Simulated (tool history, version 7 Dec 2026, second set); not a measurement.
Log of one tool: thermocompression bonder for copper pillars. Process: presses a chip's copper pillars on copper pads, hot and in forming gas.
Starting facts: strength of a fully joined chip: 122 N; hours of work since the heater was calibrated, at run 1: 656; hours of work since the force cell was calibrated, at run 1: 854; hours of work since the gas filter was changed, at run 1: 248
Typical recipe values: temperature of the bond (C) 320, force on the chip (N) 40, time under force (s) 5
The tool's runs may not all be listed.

run	hour	temperature of the bond (C)	force on the chip (N)	time under force (s)	hours of work since the heater was calibrated	hours of work since the force cell was calibrated	hours of work since the gas filter was changed	force that shears a chip off (N)
1	0.0	320	40	5	656	854	248	62.6
2	31.7	320	40	5	677	875	270	62.0
# hour 97.6: heater calibrated with a thermocouple chip
3	100.4	320	40	5	2	921	316	62.1
4	146.3	320	40	5	33	952	347	62.4
5	219.1	320	40	5	83	1002	397	62.6
6	292.6	305	40	5	133	1052	447	54.5
# hour 320.5: forming gas filter changed
7	341.2	320	40	5	166	1085	14	63.0
8	408.4	320	40	5	212	1131	60	61.0
9	466.8	320	40	6	252	1171	100	66.1
10	507.2	320	40	6	280	1198	128	66.1
11	558.8	320	40	6	315	1234	163	66.9
# hour 625.4: force cell calibrated
12	625.4	325	40	6	359	0	207	69.6
13	679.5	320	40	5	396	37	244	62.6
14	750.4	320	40	5	445	85	293	63.3
15	815.2	320	40	5	489	130	337	62.8
16	876.5	320	40	5	531	172	379	60.9
17	932.1	320	40	5	569	210	417	61.7
18	989.5	320	40	5	608	249	456	62.1
# hour 1003.7: forming gas filter changed
19	1045.2	320	40	5	646	286	28	62.7
20	1079.3	313	40	7	669	310	52	65.7
21	1110.9	313	40	7	691	331	73	64.9
22	1151.1	320	40	4	718	359	101	58.4
# hour 1157.5: heater calibrated with a thermocouple chip
23	1191.4	320	40	4	23	385	127	57.8
24	1243.4	320	40	4	59	421	162	58.0
25	1296.8	350	24	14	95	457	199	74.1
26	1352.4	350	24	14	133	495	237	74.7
27	1417.2	320	27	4	177	539	281	41.1
28	1447.9	337	40	6	198	560	302	74.6
29	1489.9	328	33	5	227	589	331	56.8
30	1562.0	320	50	13	276	638	380	93.8
31	1615.2	320	50	13	313	675	416	95.0
32	1682.9	320	50	13	359	721	463	93.7
# hour 1690.1: forming gas filter changed
33	1724.5	320	50	13	387	749	23	94.3
34	1771.8	320	50	13	419	781	56	93.1
35	1837.2	320	50	13	464	826	100	95.6
36	1908.0	310	40	14	512	874	149	79.3
37	1963.3	310	40	14	550	912	187	80.0
38	2017.1	300	44	14	587	949	223	77.7

Across each entry between runs, compare the hidden state at the last listed run before it with the hidden state at the first listed run after it:
Run 2 -> run 3: heater calibrated with a thermocouple chip (hour 97.6)
  true temperature of the bond over the reading, C: -0.5 -> 0; oxide that the forming gas leaves, % of the face: 0.7 -> 0.74
Run 6 -> run 7: forming gas filter changed (hour 320.5)
  oxide that the forming gas leaves, % of the face: 0.85 -> 0.51
Run 11 -> run 12: force cell calibrated (hour 625.4)
  force that reaches the chip, % of what is set: 99.8 -> 100; oxide that the forming gas leaves, % of the face: 0.64 -> 0.68
Run 18 -> run 19: forming gas filter changed (hour 1003.7)
  oxide that the forming gas leaves, % of the face: 0.88 -> 0.53
Run 22 -> run 23: heater calibrated with a thermocouple chip (hour 1157.5)
  true temperature of the bond over the reading, C: -0.6 -> 0; oxide that the forming gas leaves, % of the face: 0.58 -> 0.6
Run 32 -> run 33: forming gas filter changed (hour 1690.1)
  oxide that the forming gas leaves, % of the face: 0.88 -> 0.53
